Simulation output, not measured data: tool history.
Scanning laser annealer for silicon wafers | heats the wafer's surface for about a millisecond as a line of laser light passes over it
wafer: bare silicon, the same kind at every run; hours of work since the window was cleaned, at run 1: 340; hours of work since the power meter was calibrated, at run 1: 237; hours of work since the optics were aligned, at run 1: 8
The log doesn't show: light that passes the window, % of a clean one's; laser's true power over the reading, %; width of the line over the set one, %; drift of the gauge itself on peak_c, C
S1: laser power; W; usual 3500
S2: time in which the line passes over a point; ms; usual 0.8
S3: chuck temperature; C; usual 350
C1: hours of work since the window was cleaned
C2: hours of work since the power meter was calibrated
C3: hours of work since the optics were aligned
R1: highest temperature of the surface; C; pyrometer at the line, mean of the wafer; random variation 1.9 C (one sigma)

run,day,S1,S2,S3,C1,C2,C3,R1
1,0,3500,0.8,350,340,237,8,1092
2,1.379,3500,0.8,350,359,256,27,1091
3,2.379,3500,0.8,350,372,270,41,1091
4,4.058,3500,0.8,350,395,293,64,1088
5,5.671,3500,0.8,350,418,315,86,1086
6,7.062,3176,0.962,335,437,334,105,1058
7,8.404,3176,0.962,335,455,353,124,1052
8,10.175,3176,0.962,335,479,377,148,1049
9,11.192,3218,0.866,381,493,391,162,1067
10,12.112,3218,0.847,349,506,404,175,1030

4 ways to go on from here, each from the tool as it stands after run 10. What would each give?
A,13.346,3500,0.678,320,523,421,191,?
B,13.346,3429,0.68,322,523,421,191,?
C,13.346,3218,0.708,355,523,421,191,?
D,13.346,3364,0.892,376,523,421,191,?

run,R1
A,984
B,972
C,967
D,1111
Without the tool's hidden state the same runs would have given:
run,R1
A,1028
B,1014
C,1007
D,1159
